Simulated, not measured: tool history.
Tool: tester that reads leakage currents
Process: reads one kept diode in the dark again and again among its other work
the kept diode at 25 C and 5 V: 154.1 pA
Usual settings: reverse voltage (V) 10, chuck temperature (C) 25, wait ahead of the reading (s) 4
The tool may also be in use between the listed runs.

run,hour,reverse voltage (V),chuck temperature (C),wait ahead of the reading (s),current that the tester gives (pA)
1,0,10,25,4,228.96
2,25.1,10,25,4,228.27
3,37.9,10,25,4,227.84
4,60.9,10,23,4,190.84
5,75.2,10,23,4,191.01
6,88.4,10,23,4,191.13
7,107.9,1.3,25,4,80.51
8,133.7,1.3,25,4,81.07
9,159.6,10,25,4,230.58
10,185.4,10,25,4,231.23
11,214.5,10,25,4,232.24
12,244,10,25,4,232.4
13,261.5,10,25,4,231.29
14,277.6,10,23,4,194.26
15,300.2,10,26,4,254.27
16,329.5,10,26,4,255.91
17,344.1,10,26,4,255.91
18,361.2,10,26,4,256.88
19,390.7,10,26,4,256.62
20,403,10,26,4,255.98
21,432.7,10,26,4,256.85

Run 22 comes next. What will it give?
22,459.3,10,26,4,?

{"run 22": {"current that the tester gives (pA)": 259.02}}
Without the tool's hidden state the same run would have given current that the tester gives (pA) 242.5.
